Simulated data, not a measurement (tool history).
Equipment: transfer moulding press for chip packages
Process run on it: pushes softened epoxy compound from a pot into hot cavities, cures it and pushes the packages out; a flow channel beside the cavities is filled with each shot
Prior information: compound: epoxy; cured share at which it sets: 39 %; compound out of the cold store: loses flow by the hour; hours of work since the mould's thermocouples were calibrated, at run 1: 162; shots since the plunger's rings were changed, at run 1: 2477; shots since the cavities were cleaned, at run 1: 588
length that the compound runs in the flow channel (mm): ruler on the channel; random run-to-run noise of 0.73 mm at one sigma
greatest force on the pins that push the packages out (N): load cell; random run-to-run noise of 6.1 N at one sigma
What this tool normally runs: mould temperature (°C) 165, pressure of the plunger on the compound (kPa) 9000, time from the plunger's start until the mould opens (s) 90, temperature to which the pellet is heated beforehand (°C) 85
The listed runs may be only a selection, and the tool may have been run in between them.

run     day  mould temperature (°C)  pressure of the plunger on the compound (kPa)  time from the plunger's start until the mould opens (s)  temperature to which the pellet is heated beforehand (°C)  hours of work since the mould's thermocouples were calibrated  shots since the plunger's rings were changed  shots since the cavities were cleaned  incoming compound's hours out of the cold store  length that the compound runs in the flow channel (mm)  greatest force on the pins that push the packages out (N)
  1       0                     165                                           9000                                                       90                                                         85                                                            162                                          2477                                    588                                             22.3                                                   679.4                                                        424
  2   0.325                     165                                           9000                                                       90                                                         85                                                            168                                          2580                                    691                                             13.3                                                   712.7                                                        465
      0.462  -- plunger's sealing rings changed
       0.75  -- cavities cleaned with cleaning compound and waxed
  3   0.817                     169                                           9000                                                       90                                                         85                                                            174                                            92                                     22                                             41.6                                                   620.1                                                        252
  4   1.417                     165                                           9000                                                       90                                                         85                                                            184                                           281                                    211                                             22.7                                                   687.8                                                        377
  5   1.962                     158                                           9000                                                       90                                                         85                                                            194                                           453                                    383                                               14                                                   738.6                                                        719
  6   2.562                     165                                           9000                                                       90                                                         85                                                            204                                           642                                    572                                             21.7                                                   689.6                                                        419
  7   2.821                     165                                           9000                                                       90                                                         85                                                            209                                           723                                    653                                             32.4                                                   654.1                                                        414
  8   3.158                     165                                           9000                                                       90                                                         85                                                            215                                           830                                    760                                             41.9                                                   625.6                                                        406
      3.271  -- cavities cleaned with cleaning compound and waxed
  9   3.575                     165                                           9000                                                       90                                                         85                                                            221                                           942                                     96                                              9.5                                                     734                                                        359
 10   4.054                     165                                           9000                                                       90                                                         85                                                            230                                          1093                                    247                                               27                                                   670.6                                                        365
 11   4.583                     165                                           9000                                                       90                                                         85                                                            239                                          1261                                    415                                             21.2                                                     688                                                        396
 12   5.021                     165                                           9000                                                       90                                                         85                                                            247                                          1398                                    552                                             27.8                                                   666.9                                                        404
 13    5.35                     165                                           9000                                                       90                                                         85                                                            252                                          1502                                    656                                             21.4                                                   687.9                                                        422
      5.792  -- cavities cleaned with cleaning compound and waxed
 14   5.829                     165                                           9000                                                       90                                                         85                                                            260                                          1633                                     11                                             13.1                                                   716.4                                                        336
 15   6.346                     165                                           9000                                                      111                                                         85                                                            269                                          1796                                    174                                             44.1                                                   613.8                                                        262
 16   6.696                     165                                           9000                                                      111                                                         85                                                            275                                          1907                                    285                                             26.8                                                   667.8                                                        280
 17   6.971                     165                                           9000                                                      111                                                         85                                                            280                                          1993                                    371                                             12.9                                                   713.8                                                        293
      7.092  -- mould's thermocouples calibrated
 18   7.562                     165                                           9000                                                       94                                                         85                                                              8                                          2155                                    533                                             13.6                                                   708.7                                                        373
 19   7.942                     165                                           9000                                                       94                                                         85                                                             15                                          2275                                    653                                             40.1                                                     623                                                        359
      8.404  -- cavities cleaned with cleaning compound and waxed
 20   8.421                     165                                           9000                                                       94                                                         85                                                             22                                          2405                                      5                                             17.3                                                   695.3                                                        299
 21   8.821                     162                                           9000                                                       90                                                         85                                                             29                                          2532                                    132                                             45.2                                                   614.2                                                        386
        9.1  -- plunger's sealing rings changed
 22   9.454                     162                                           8740                                                       90                                                         85                                                             39                                           112                                    299                                               20                                                   697.6                                                        474
      9.858  -- mould's thermocouples calibrated, once more
 23   9.996                     162                                           8740                                                       90                                                         85                                                              2                                           256                                    443                                             31.8                                                   659.3                                                        500
 24  10.275                     162                                           8740                                                       90                                                         85                                                              7                                           344                                    531                                             41.4                                                     629                                                        480
 25  10.675                     169                                           9000                                                       90                                                         85                                                             14                                           471                                    658                                             19.2                                                   692.4                                                        353
     11.125  -- cavities cleaned with cleaning compound and waxed
 26  11.267                     168                                          10370                                                      121                                                         81                                                             24                                           637                                     44                                               14                                                   765.7                                                        229
 27   11.55                     172                                          10370                                                      121                                                         90                                                             29                                           727                                    134                                             22.8                                                   722.1                                                        234
 28  11.892                     172                                          10370                                                      121                                                         90                                                             35                                           834                                    241                                              8.5                                                   773.7                                                        259

Forecast each of these 3 alternatives for the next run:
  A  12.179                     172                                          10370                                                      121                                                         83                                                             40                                           926                                    333                                             18.6                                                       ?                                                          ?
  B  12.179                     172                                          10370                                                       89                                                         90                                                             40                                           926                                    333                                             46.9                                                       ?                                                          ?
  C  12.179                     166                                           9830                                                      121                                                         91                                                             40                                           926                                    333                                             42.5                                                       ?                                                          ?

run  length that the compound runs in the flow channel (mm)  greatest force on the pins that push the packages out (N)
  A                                                   737.1                                                        271
  B                                                     642                                                        283
  C                                                   650.9                                                        265
Without the tool's unlogged condition, the same runs would have read:
run  length that the compound runs in the flow channel (mm)  greatest force on the pins that push the packages out (N)
  A                                                   743.5                                                        223
  B                                                   647.5                                                        234
  C                                                   656.6                                                        218
